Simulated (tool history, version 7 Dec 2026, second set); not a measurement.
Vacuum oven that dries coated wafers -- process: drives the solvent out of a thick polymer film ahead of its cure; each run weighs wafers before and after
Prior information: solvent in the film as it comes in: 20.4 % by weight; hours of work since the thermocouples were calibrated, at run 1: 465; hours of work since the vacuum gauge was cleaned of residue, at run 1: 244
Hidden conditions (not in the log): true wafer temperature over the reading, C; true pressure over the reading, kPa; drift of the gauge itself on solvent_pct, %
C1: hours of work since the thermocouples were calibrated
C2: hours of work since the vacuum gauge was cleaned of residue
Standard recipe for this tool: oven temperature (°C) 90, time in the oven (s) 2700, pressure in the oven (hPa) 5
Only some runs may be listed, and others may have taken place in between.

run 1 hour=0 | oven_temperature_(°C)=90 time_in_the_oven_(s)=2700 pressure_in_the_oven_(hPa)=5 | C1=465 C2=244 | solvent_left_in_the_film_(%)=0.99
run 2 hour=21.2 | oven_temperature_(°C)=90 time_in_the_oven_(s)=2700 pressure_in_the_oven_(hPa)=5 | C1=477 C2=256 | solvent_left_in_the_film_(%)=1.01
run 3 hour=44.1 | oven_temperature_(°C)=90 time_in_the_oven_(s)=2700 pressure_in_the_oven_(hPa)=5 | C1=490 C2=269 | solvent_left_in_the_film_(%)=1.07
run 4 hour=62 | oven_temperature_(°C)=90 time_in_the_oven_(s)=2700 pressure_in_the_oven_(hPa)=5 | C1=500 C2=279 | solvent_left_in_the_film_(%)=1.04
run 5 hour=91.3 | oven_temperature_(°C)=90 time_in_the_oven_(s)=2700 pressure_in_the_oven_(hPa)=5 | C1=516 C2=295 | solvent_left_in_the_film_(%)=1
run 6 hour=115.4 | oven_temperature_(°C)=90 time_in_the_oven_(s)=2700 pressure_in_the_oven_(hPa)=5 | C1=529 C2=308 | solvent_left_in_the_film_(%)=1.05
run 7 hour=137.3 | oven_temperature_(°C)=90 time_in_the_oven_(s)=2700 pressure_in_the_oven_(hPa)=7.04 | C1=541 C2=320 | solvent_left_in_the_film_(%)=1.15
run 8 hour=154 | oven_temperature_(°C)=90 time_in_the_oven_(s)=2700 pressure_in_the_oven_(hPa)=7.04 | C1=551 C2=330 | solvent_left_in_the_film_(%)=1.14
run 9 hour=182.3 | oven_temperature_(°C)=90 time_in_the_oven_(s)=2700 pressure_in_the_oven_(hPa)=7.04 | C1=566 C2=345 | solvent_left_in_the_film_(%)=1.18
run 10 hour=200.9 | oven_temperature_(°C)=90 time_in_the_oven_(s)=2700 pressure_in_the_oven_(hPa)=7.04 | C1=577 C2=356 | solvent_left_in_the_film_(%)=1.14
run 11 hour=214.6 | oven_temperature_(°C)=90 time_in_the_oven_(s)=2700 pressure_in_the_oven_(hPa)=5 | C1=584 C2=363 | solvent_left_in_the_film_(%)=1.06
run 12 hour=247.2 | oven_temperature_(°C)=90 time_in_the_oven_(s)=2700 pressure_in_the_oven_(hPa)=5 | C1=602 C2=381 | solvent_left_in_the_film_(%)=1.04
run 13 hour=275.7 | oven_temperature_(°C)=90 time_in_the_oven_(s)=4080 pressure_in_the_oven_(hPa)=5 | C1=618 C2=397 | solvent_left_in_the_film_(%)=0.51
run 14 hour=290.5 | oven_temperature_(°C)=90 time_in_the_oven_(s)=4080 pressure_in_the_oven_(hPa)=5 | C1=626 C2=405 | solvent_left_in_the_film_(%)=0.53
run 15 hour=309.4 | oven_temperature_(°C)=90 time_in_the_oven_(s)=2700 pressure_in_the_oven_(hPa)=5 | C1=637 C2=416 | solvent_left_in_the_film_(%)=1.08
run 16 hour=325.7 | oven_temperature_(°C)=90 time_in_the_oven_(s)=2700 pressure_in_the_oven_(hPa)=5 | C1=646 C2=425 | solvent_left_in_the_film_(%)=1.04
run 17 hour=352.1 | oven_temperature_(°C)=90 time_in_the_oven_(s)=2700 pressure_in_the_oven_(hPa)=5 | C1=660 C2=439 | solvent_left_in_the_film_(%)=1.13
run 18 hour=377.8 | oven_temperature_(°C)=101 time_in_the_oven_(s)=2700 pressure_in_the_oven_(hPa)=5 | C1=675 C2=454 | solvent_left_in_the_film_(%)=0.28
run 19 hour=399.1 | oven_temperature_(°C)=90 time_in_the_oven_(s)=2700 pressure_in_the_oven_(hPa)=5 | C1=686 C2=466 | solvent_left_in_the_film_(%)=1.09
run 20 hour=425.6 | oven_temperature_(°C)=90 time_in_the_oven_(s)=2700 pressure_in_the_oven_(hPa)=5 | C1=701 C2=480 | solvent_left_in_the_film_(%)=1.11
run 21 hour=449.4 | oven_temperature_(°C)=90 time_in_the_oven_(s)=2700 pressure_in_the_oven_(hPa)=5 | C1=714 C2=493 | solvent_left_in_the_film_(%)=1.1
run 22 hour=480.4 | oven_temperature_(°C)=90 time_in_the_oven_(s)=2700 pressure_in_the_oven_(hPa)=5 | C1=732 C2=511 | solvent_left_in_the_film_(%)=1.12
run 23 hour=505.4 | oven_temperature_(°C)=90 time_in_the_oven_(s)=2700 pressure_in_the_oven_(hPa)=5 | C1=745 C2=524 | solvent_left_in_the_film_(%)=1.11
run 24 hour=537 | oven_temperature_(°C)=90 time_in_the_oven_(s)=1560 pressure_in_the_oven_(hPa)=5 | C1=763 C2=542 | solvent_left_in_the_film_(%)=3.06
run 25 hour=565.9 | oven_temperature_(°C)=80 time_in_the_oven_(s)=1560 pressure_in_the_oven_(hPa)=12.57 | C1=779 C2=558 | solvent_left_in_the_film_(%)=6.97
run 26 hour=594.8 | oven_temperature_(°C)=80 time_in_the_oven_(s)=1560 pressure_in_the_oven_(hPa)=12.57 | C1=795 C2=574 | solvent_left_in_the_film_(%)=6.98
run 27 hour=614.7 | oven_temperature_(°C)=80 time_in_the_oven_(s)=2880 pressure_in_the_oven_(hPa)=10.38 | C1=806 C2=585 | solvent_left_in_the_film_(%)=3.62
-- hour=619 oven's thermocouples calibrated
run 28 hour=645.8 | oven_temperature_(°C)=90 time_in_the_oven_(s)=4740 pressure_in_the_oven_(hPa)=4.54 | C1=15 C2=601 | solvent_left_in_the_film_(%)=0.42
run 29 hour=669.8 | oven_temperature_(°C)=90 time_in_the_oven_(s)=1800 pressure_in_the_oven_(hPa)=2.7 | C1=28 C2=614 | solvent_left_in_the_film_(%)=2.42
-- hour=679.6 oven's thermocouples calibrated, once more
run 30 hour=699.3 | oven_temperature_(°C)=100 time_in_the_oven_(s)=2700 pressure_in_the_oven_(hPa)=4.18 | C1=11 C2=630 | solvent_left_in_the_film_(%)=0.31
run 31 hour=732.4 | oven_temperature_(°C)=100 time_in_the_oven_(s)=2700 pressure_in_the_oven_(hPa)=4.18 | C1=29 C2=648 | solvent_left_in_the_film_(%)=0.26
run 32 hour=760 | oven_temperature_(°C)=100 time_in_the_oven_(s)=2700 pressure_in_the_oven_(hPa)=4.18 | C1=45 C2=663 | solvent_left_in_the_film_(%)=0.29
run 33 hour=789.2 | oven_temperature_(°C)=94 time_in_the_oven_(s)=3780 pressure_in_the_oven_(hPa)=4.59 | C1=61 C2=679 | solvent_left_in_the_film_(%)=0.41
run 34 hour=820.2 | oven_temperature_(°C)=90 time_in_the_oven_(s)=1980 pressure_in_the_oven_(hPa)=4.2 | C1=78 C2=697 | solvent_left_in_the_film_(%)=1.88
run 35 hour=846.7 | oven_temperature_(°C)=90 time_in_the_oven_(s)=4440 pressure_in_the_oven_(hPa)=14.15 | C1=93 C2=711 | solvent_left_in_the_film_(%)=1.04
run 36 hour=863.5 | oven_temperature_(°C)=90 time_in_the_oven_(s)=4440 pressure_in_the_oven_(hPa)=14.15 | C1=102 C2=721 | solvent_left_in_the_film_(%)=1.05
run 37 hour=881.2 | oven_temperature_(°C)=90 time_in_the_oven_(s)=4440 pressure_in_the_oven_(hPa)=14.15 | C1=112 C2=730 | solvent_left_in_the_film_(%)=1.01
run 38 hour=907.4 | oven_temperature_(°C)=90 time_in_the_oven_(s)=4440 pressure_in_the_oven_(hPa)=14.15 | C1=126 C2=745 | solvent_left_in_the_film_(%)=1.01
run 39 hour=923.4 | oven_temperature_(°C)=98 time_in_the_oven_(s)=1560 pressure_in_the_oven_(hPa)=2.55 | C1=135 C2=754 | solvent_left_in_the_film_(%)=1.12
run 40 hour=954.8 | oven_temperature_(°C)=98 time_in_the_oven_(s)=2700 pressure_in_the_oven_(hPa)=4.63 | C1=152 C2=771 | solvent_left_in_the_film_(%)=0.42

Estimate the outcome of run 41 from the log above:
run 41 hour=981.8 | oven_temperature_(°C)=90 time_in_the_oven_(s)=2220 pressure_in_the_oven_(hPa)=4.87 | C1=167 C2=786 | solvent_left_in_the_film_(%)=?

For run 41 the tool returned solvent left in the film (%) 1.61.
If the tool had no hidden condition, the same run with the same run-to-run variation would have returned solvent left in the film (%) 1.42.

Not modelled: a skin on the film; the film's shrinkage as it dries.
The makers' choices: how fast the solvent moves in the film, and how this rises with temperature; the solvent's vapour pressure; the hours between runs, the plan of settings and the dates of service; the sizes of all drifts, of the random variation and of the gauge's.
